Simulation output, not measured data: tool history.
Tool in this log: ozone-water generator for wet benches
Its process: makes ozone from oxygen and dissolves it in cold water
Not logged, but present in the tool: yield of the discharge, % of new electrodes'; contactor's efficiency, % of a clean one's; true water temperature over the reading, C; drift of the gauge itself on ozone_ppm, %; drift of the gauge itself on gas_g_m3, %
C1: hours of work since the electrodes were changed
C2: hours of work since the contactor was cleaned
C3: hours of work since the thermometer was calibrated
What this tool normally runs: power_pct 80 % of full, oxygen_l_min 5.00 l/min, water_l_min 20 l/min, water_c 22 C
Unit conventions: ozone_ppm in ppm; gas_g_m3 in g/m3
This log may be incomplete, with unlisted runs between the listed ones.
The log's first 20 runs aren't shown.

{"run": 21, "day": 32.067, "power_pct": 96, "oxygen_l_min": 4.02, "water_l_min": 28, "water_c": 19, "C1": 1310, "C2": 2957, "C3": 4176, "ozone_ppm": 22.0, "gas_g_m3": 305.1}
{"run": 22, "day": 33.096, "power_pct": 96, "oxygen_l_min": 4.02, "water_l_min": 20, "water_c": 23, "C1": 1330, "C2": 2976, "C3": 4196, "ozone_ppm": 28.8, "gas_g_m3": 300.8}
{"run": 23, "day": 34.717, "power_pct": 96, "oxygen_l_min": 4.02, "water_l_min": 20, "water_c": 23, "C1": 1361, "C2": 3008, "C3": 4227, "ozone_ppm": 29.0, "gas_g_m3": 300.9}
{"run": 24, "day": 36.838, "power_pct": 62, "oxygen_l_min": 5.0, "water_l_min": 20, "water_c": 22, "C1": 1402, "C2": 3049, "C3": 4268, "ozone_ppm": 21.5, "gas_g_m3": 197.4}
{"run": 25, "day": 38.954, "power_pct": 41, "oxygen_l_min": 3.61, "water_l_min": 32, "water_c": 15, "C1": 1443, "C2": 3090, "C3": 4309, "ozone_ppm": 10.4, "gas_g_m3": 169.2}
{"run": 26, "day": 40.792, "power_pct": 41, "oxygen_l_min": 4.71, "water_l_min": 32, "water_c": 27, "C1": 1478, "C2": 3125, "C3": 4345, "ozone_ppm": 9.6, "gas_g_m3": 148.1}
{"run": 27, "day": 42.983, "power_pct": 72, "oxygen_l_min": 6.64, "water_l_min": 32, "water_c": 27, "C1": 1521, "C2": 3168, "C3": 4387, "ozone_ppm": 15.2, "gas_g_m3": 188.8}
{"run": 28, "day": 44.146, "power_pct": 72, "oxygen_l_min": 6.64, "water_l_min": 32, "water_c": 27, "C1": 1543, "C2": 3190, "C3": 4410, "ozone_ppm": 14.9, "gas_g_m3": 189.1}
{"run": 29, "day": 45.983, "power_pct": 74, "oxygen_l_min": 5.26, "water_l_min": 14, "water_c": 22, "C1": 1579, "C2": 3226, "C3": 4445, "ozone_ppm": 30.9, "gas_g_m3": 217.6}
{"run": 30, "day": 46.921, "power_pct": 61, "oxygen_l_min": 5.0, "water_l_min": 21, "water_c": 22, "C1": 1597, "C2": 3244, "C3": 4463, "ozone_ppm": 20.0, "gas_g_m3": 192.4}
{"run": 31, "day": 48.304, "power_pct": 80, "oxygen_l_min": 5.0, "water_l_min": 20, "water_c": 18, "C1": 1624, "C2": 3270, "C3": 4490, "ozone_ppm": 27.0, "gas_g_m3": 235.3}
{"run": 32, "day": 50.079, "power_pct": 80, "oxygen_l_min": 5.0, "water_l_min": 21, "water_c": 19, "C1": 1658, "C2": 3305, "C3": 4524, "ozone_ppm": 25.5, "gas_g_m3": 234.3}
{"run": 33, "day": 52.2, "power_pct": 99, "oxygen_l_min": 5.0, "water_l_min": 32, "water_c": 23, "C1": 1699, "C2": 3346, "C3": 4565, "ozone_ppm": 19.3, "gas_g_m3": 276.0}

Forecast each of these 3 alternatives for the next run:
{"run": "A", "day": 53.258, "power_pct": 82, "oxygen_l_min": 3.54, "water_l_min": 14, "water_c": 23, "C1": 1720, "C2": 3366, "C3": 4586, "ozone_ppm": "?", "gas_g_m3": "?"}
{"run": "B", "day": 53.258, "power_pct": 80, "oxygen_l_min": 5.0, "water_l_min": 29, "water_c": 22, "C1": 1720, "C2": 3366, "C3": 4586, "ozone_ppm": "?", "gas_g_m3": "?"}
{"run": "C", "day": 53.258, "power_pct": 80, "oxygen_l_min": 5.0, "water_l_min": 20, "water_c": 16, "C1": 1720, "C2": 3366, "C3": 4586, "ozone_ppm": "?", "gas_g_m3": "?"}

run=A ozone_ppm=32.7 gas_g_m3=283.9
run=B ozone_ppm=18.1 gas_g_m3=236.8
run=C ozone_ppm=28.0 gas_g_m3=233.8
Take away the tool's hidden state, keep each run's random variation, and the runs would have read:
run=A ozone_ppm=34.5 gas_g_m3=291.9
run=B ozone_ppm=19.4 gas_g_m3=243.4
run=C ozone_ppm=29.7 gas_g_m3=240.3

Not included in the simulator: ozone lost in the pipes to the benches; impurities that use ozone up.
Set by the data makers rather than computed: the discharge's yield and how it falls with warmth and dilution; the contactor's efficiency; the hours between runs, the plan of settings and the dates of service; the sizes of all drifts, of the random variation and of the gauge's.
